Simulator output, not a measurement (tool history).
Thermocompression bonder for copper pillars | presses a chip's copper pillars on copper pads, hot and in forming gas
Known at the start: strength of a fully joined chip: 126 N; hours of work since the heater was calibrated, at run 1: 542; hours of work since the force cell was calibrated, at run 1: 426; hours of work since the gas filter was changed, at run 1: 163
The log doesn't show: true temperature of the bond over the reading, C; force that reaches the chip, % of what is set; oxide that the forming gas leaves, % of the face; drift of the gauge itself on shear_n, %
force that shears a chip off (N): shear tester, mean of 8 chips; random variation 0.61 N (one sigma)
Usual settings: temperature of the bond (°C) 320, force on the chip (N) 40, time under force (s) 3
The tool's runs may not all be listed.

run	hour	temperature of the bond (°C)	force on the chip (N)	time under force (s)	hours of work since the heater was calibrated	hours of work since the force cell was calibrated	hours of work since the gas filter was changed	force that shears a chip off (N)
1	0	320	40	3	542	426	163	53.7
2	13.2	320	40	3	551	435	173	55.2
3	35.2	320	40	3	567	451	188	54.9
4	58.5	320	51	3	583	467	205	66.3
5	80.1	327	40	3	599	483	220	58.2
# hour 83.3: heater calibrated with a thermocouple chip
6	104.3	327	40	3	15	498	236	58.4
# hour 121.1: forming gas filter changed
7	122.7	327	40	5	28	511	1	72.1
8	142.3	327	40	3	41	525	15	61.1
9	163	346	25	5	56	540	30	57.4
10	175.5	323	29	7	65	548	39	58.4
11	185.8	320	37	3	72	556	46	51.6
12	204.3	320	47	3	85	569	59	63.5
# hour 220.3: heater calibrated with a thermocouple chip, once more
13	226.6	342	56	2	5	583	73	74.9
14	240.2	342	56	2	14	593	83	75.2
15	258.7	302	40	4	27	606	96	46.7
16	272.8	318	50	6	37	616	106	77.1

Measured less the same run without the tool's hidden state. The same run-to-run variation is in both; the gauge's scatter may not be:
run	force that shears a chip off (N)
1	+0.4
2	+0.4
3	+0.3
4	+0.1
5	+0.1
6	+1.1
7	+2.7
8	+2.4
9	+2
10	+2.4
11	+2.2
12	+2.4
13	-2.1
14	-2.1
15	-1.6
16	-2.3
